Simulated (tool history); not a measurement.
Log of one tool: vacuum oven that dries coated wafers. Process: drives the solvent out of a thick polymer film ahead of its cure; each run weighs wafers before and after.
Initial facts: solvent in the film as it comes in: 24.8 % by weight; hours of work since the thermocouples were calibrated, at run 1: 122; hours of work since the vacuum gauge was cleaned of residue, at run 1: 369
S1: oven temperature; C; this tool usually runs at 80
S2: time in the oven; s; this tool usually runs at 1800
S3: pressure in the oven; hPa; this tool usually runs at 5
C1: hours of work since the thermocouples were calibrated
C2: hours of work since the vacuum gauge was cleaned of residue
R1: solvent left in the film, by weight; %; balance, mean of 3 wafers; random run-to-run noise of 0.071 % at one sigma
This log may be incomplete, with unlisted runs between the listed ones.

run 1 hour=0 | S1=80 S2=1800 S3=5 | C1=122 C2=369 | R1=6.08
run 2 hour=34.5 | S1=80 S2=1800 S3=5 | C1=141 C2=388 | R1=6.21
run 3 hour=65.6 | S1=80 S2=1800 S3=5 | C1=158 C2=405 | R1=6.17
run 4 hour=84.9 | S1=80 S2=1800 S3=5 | C1=168 C2=415 | R1=6.16
run 5 hour=118.2 | S1=80 S2=1800 S3=5 | C1=186 C2=434 | R1=6.22
run 6 hour=150.8 | S1=80 S2=1800 S3=5 | C1=204 C2=451 | R1=6.26
run 7 hour=180.6 | S1=80 S2=1800 S3=5 | C1=221 C2=468 | R1=6.28
run 8 hour=199.7 | S1=80 S2=1800 S3=5 | C1=231 C2=478 | R1=6.16
run 9 hour=231.7 | S1=80 S2=1800 S3=5 | C1=248 C2=495 | R1=6.26
run 10 hour=246.5 | S1=80 S2=1800 S3=3.67 | C1=257 C2=504 | R1=6.2
run 11 hour=262.1 | S1=80 S2=1740 S3=5 | C1=265 C2=512 | R1=6.43
run 12 hour=295.8 | S1=80 S2=1740 S3=5 | C1=283 C2=530 | R1=6.49
run 13 hour=320.9 | S1=80 S2=1800 S3=5 | C1=297 C2=544 | R1=6.18
-- hour=324.5 oven's thermocouples calibrated
run 14 hour=356.2 | S1=80 S2=1800 S3=5 | C1=17 C2=562 | R1=6.57
run 15 hour=390.7 | S1=80 S2=1800 S3=5 | C1=36 C2=581 | R1=6.54
-- hour=416 oven's thermocouples calibrated, once more
run 16 hour=416.1 | S1=80 S2=1800 S3=17.72 | C1=0 C2=594 | R1=6.14
run 17 hour=437.8 | S1=80 S2=1800 S3=17.72 | C1=12 C2=606 | R1=6.07
run 18 hour=462.8 | S1=80 S2=1800 S3=5 | C1=26 C2=619 | R1=5.83
run 19 hour=491.7 | S1=80 S2=1800 S3=5 | C1=41 C2=635 | R1=5.87
run 20 hour=514.7 | S1=80 S2=1800 S3=5 | C1=54 C2=648 | R1=5.87
run 21 hour=546.6 | S1=80 S2=1800 S3=7.6 | C1=71 C2=665 | R1=5.79
run 22 hour=577.6 | S1=84 S2=1800 S3=5 | C1=88 C2=682 | R1=3.85
run 23 hour=610.2 | S1=80 S2=1800 S3=5 | C1=106 C2=700 | R1=5.89
run 24 hour=632.6 | S1=80 S2=1800 S3=5 | C1=118 C2=712 | R1=5.96
run 25 hour=649 | S1=71 S2=1860 S3=10.48 | C1=127 C2=721 | R1=11.12
run 26 hour=672.9 | S1=95 S2=2820 S3=3.04 | C1=140 C2=734 | R1=0.2
run 27 hour=690 | S1=80 S2=1020 S3=5 | C1=149 C2=743 | R1=10.01
run 28 hour=707.1 | S1=71 S2=2100 S3=14.69 | C1=159 C2=753 | R1=10.29
run 29 hour=739.3 | S1=81 S2=2100 S3=14.69 | C1=176 C2=770 | R1=4.76
run 30 hour=769.5 | S1=81 S2=2100 S3=14.69 | C1=193 C2=787 | R1=4.6
run 31 hour=793.8 | S1=67 S2=3000 S3=3.81 | C1=206 C2=800 | R1=9.85
run 32 hour=824.6 | S1=67 S2=3000 S3=3.81 | C1=223 C2=817 | R1=9.88
run 33 hour=839.3 | S1=67 S2=3000 S3=5.61 | C1=231 C2=825 | R1=9.97
run 34 hour=868 | S1=85 S2=1800 S3=4.87 | C1=247 C2=841 | R1=3.47
run 35 hour=883.5 | S1=74 S2=2400 S3=3.5 | C1=255 C2=849 | R1=7.36
run 36 hour=903.2 | S1=70 S2=2760 S3=4.46 | C1=266 C2=860 | R1=8.86
run 37 hour=923.3 | S1=70 S2=2760 S3=4.46 | C1=277 C2=871 | R1=8.64
run 38 hour=944.8 | S1=70 S2=2760 S3=4.46 | C1=289 C2=882 | R1=8.78
run 39 hour=959.4 | S1=70 S2=2760 S3=4.46 | C1=297 C2=890 | R1=8.74
run 40 hour=980.8 | S1=92 S2=2820 S3=2.66 | C1=308 C2=902 | R1=0.33
run 41 hour=1004.1 | S1=92 S2=2820 S3=2.66 | C1=321 C2=915 | R1=0.29
run 42 hour=1018.9 | S1=72 S2=1620 S3=8.56 | C1=329 C2=923 | R1=11.46
run 43 hour=1053.3 | S1=80 S2=1740 S3=5.23 | C1=348 C2=942 | R1=6.42
run 44 hour=1079.3 | S1=80 S2=1740 S3=5.23 | C1=362 C2=956 | R1=6.46
run 45 hour=1100.8 | S1=71 S2=2640 S3=2.7 | C1=374 C2=968 | R1=8.5
run 46 hour=1132.2 | S1=94 S2=2640 S3=2.99 | C1=391 C2=985 | R1=0.29
run 47 hour=1157.6 | S1=94 S2=2640 S3=2.99 | C1=405 C2=999 | R1=0.23

3 ways to go on from here, each from the tool as it stands after run 47. What would each give?
run A hour=1179 | S1=80 S2=1800 S3=2.93 | C1=416 C2=1010 | R1=?
run B hour=1179 | S1=84 S2=2640 S3=2.99 | C1=416 C2=1010 | R1=?
run C hour=1179 | S1=79 S2=2640 S3=2.99 | C1=416 C2=1010 | R1=?

run=A R1=6.22
run=B R1=2.02
run=C R1=3.98
Take away the tool's hidden state, keep each run's random variation, and the runs would have read:
run=A R1=5.88
run=B R1=1.79
run=C R1=3.66

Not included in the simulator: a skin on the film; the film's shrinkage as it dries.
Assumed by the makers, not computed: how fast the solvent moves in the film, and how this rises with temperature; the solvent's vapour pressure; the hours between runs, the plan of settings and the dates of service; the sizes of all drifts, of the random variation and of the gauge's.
